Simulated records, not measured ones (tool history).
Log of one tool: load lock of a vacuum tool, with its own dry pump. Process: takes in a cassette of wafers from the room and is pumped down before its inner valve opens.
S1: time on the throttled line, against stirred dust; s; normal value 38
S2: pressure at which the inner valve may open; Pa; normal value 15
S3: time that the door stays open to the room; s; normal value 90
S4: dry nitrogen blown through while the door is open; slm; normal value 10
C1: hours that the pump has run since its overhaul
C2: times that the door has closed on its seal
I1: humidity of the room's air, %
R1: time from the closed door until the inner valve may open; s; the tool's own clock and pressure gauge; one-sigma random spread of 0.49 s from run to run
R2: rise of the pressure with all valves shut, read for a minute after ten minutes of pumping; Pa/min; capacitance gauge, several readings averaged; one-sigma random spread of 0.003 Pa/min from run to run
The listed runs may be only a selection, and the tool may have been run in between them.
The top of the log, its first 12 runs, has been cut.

run 13 hour=5194.9 | S1=38 S2=15 S3=90 S4=10 | C1=13506 C2=4441 | I1=44.5 | R1=71.6 R2=0.044
run 14 hour=5813.0 | S1=38 S2=15 S3=90 S4=10 | C1=14124 C2=7243 | I1=46.8 | R1=72.1 R2=0.052
run 15 hour=6443.9 | S1=38 S2=15 S3=90 S4=10 | C1=14755 C2=10103 | I1=44.8 | R1=73.5 R2=0.058
run 16 hour=6766.1 | S1=38 S2=15 S3=90 S4=10 | C1=15077 C2=11564 | I1=47.3 | R1=72.1 R2=0.065
run 17 hour=7395.9 | S1=38 S2=15 S3=48 S4=10 | C1=15707 C2=14420 | I1=43.7 | R1=73.8 R2=0.065
run 18 hour=7745.0 | S1=38 S2=15 S3=48 S4=10 | C1=16056 C2=16002 | I1=45.4 | R1=73.4 R2=0.068
run 19 hour=8381.2 | S1=38 S2=15 S3=48 S4=10 | C1=16692 C2=18886 | I1=47.1 | R1=74.1 R2=0.076
run 20 hour=9015.1 | S1=34 S2=16 S3=90 S4=10 | C1=17326 C2=21760 | I1=49.7 | R1=71.7 R2=0.106
-- hour=9381.5 dry pump taken out, an overhauled one fitted
run 21 hour=9671.0 | S1=22 S2=29 S3=26 S4=9 | C1=289 C2=24706 | I1=43.3 | R1=50.8 R2=0.093
run 22 hour=10042.9 | S1=21 S2=29 S3=26 S4=6 | C1=661 C2=26392 | I1=45.8 | R1=51.0 R2=0.108
run 23 hour=10575.2 | S1=21 S2=29 S3=26 S4=6 | C1=1194 C2=28805 | I1=39.8 | R1=51.2 R2=0.113
run 24 hour=11214.9 | S1=21 S2=29 S3=26 S4=6 | C1=1833 C2=31706 | I1=46.2 | R1=51.8 R2=0.132
run 25 hour=11690.0 | S1=35 S2=19 S3=50 S4=9 | C1=2308 C2=33860 | I1=53.0 | R1=62.8 R2=0.153
run 26 hour=12272.7 | S1=35 S2=19 S3=50 S4=9 | C1=2891 C2=36501 | I1=46.5 | R1=63.5 R2=0.168
run 27 hour=12613.7 | S1=35 S2=19 S3=50 S4=9 | C1=3232 C2=38047 | I1=43.0 | R1=64.3 R2=0.170
run 28 hour=12945.6 | S1=35 S2=19 S3=50 S4=9 | C1=3564 C2=39552 | I1=47.3 | R1=64.2 R2=0.184
run 29 hour=13295.1 | S1=38 S2=15 S3=90 S4=45 | C1=3914 C2=41136 | I1=44.7 | R1=67.0 R2=0.180
run 30 hour=13923.2 | S1=38 S2=15 S3=90 S4=45 | C1=4542 C2=43984 | I1=48.1 | R1=68.0 R2=0.207
run 31 hour=14272.3 | S1=53 S2=15 S3=49 S4=14 | C1=4891 C2=45566 | I1=44.6 | R1=78.5 R2=0.222
run 32 hour=14731.3 | S1=59 S2=29 S3=34 S4=8 | C1=5350 C2=47647 | I1=43.9 | R1=80.2 R2=0.234
run 33 hour=15270.4 | S1=54 S2=25 S3=90 S4=10 | C1=5889 C2=50091 | I1=47.3 | R1=77.0 R2=0.265

What if the next run were any one of these 5? Each begins from the tool's condition after run 33:
run A hour=15742.8 | S1=38 S2=15 S3=151 S4=10 | C1=6361 C2=52233 | I1=47.5 | R1=? R2=?
run B hour=15742.8 | S1=54 S2=10 S3=54 S4=10 | C1=6361 C2=52233 | I1=45.6 | R1=? R2=?
run C hour=15742.8 | S1=38 S2=15 S3=90 S4=6 | C1=6361 C2=52233 | I1=45.3 | R1=? R2=?
run D hour=15742.8 | S1=54 S2=15 S3=90 S4=10 | C1=6361 C2=52233 | I1=43.1 | R1=? R2=?
run E hour=15742.8 | S1=38 S2=15 S3=95 S4=5 | C1=6361 C2=52233 | I1=47.8 | R1=? R2=?

run=A R1=69.5 R2=0.300
run=B R1=81.5 R2=0.270
run=C R1=69.5 R2=0.288
run=D R1=79.9 R2=0.273
run=E R1=68.1 R2=0.285
The same runs, with their run-to-run variation unchanged, on a tool lacking any hidden condition would have given:
run=A R1=66.5 R2=0.063
run=B R1=78.9 R2=0.028
run=C R1=66.6 R2=0.047
run=D R1=77.5 R2=0.038
run=E R1=65.2 R2=0.046

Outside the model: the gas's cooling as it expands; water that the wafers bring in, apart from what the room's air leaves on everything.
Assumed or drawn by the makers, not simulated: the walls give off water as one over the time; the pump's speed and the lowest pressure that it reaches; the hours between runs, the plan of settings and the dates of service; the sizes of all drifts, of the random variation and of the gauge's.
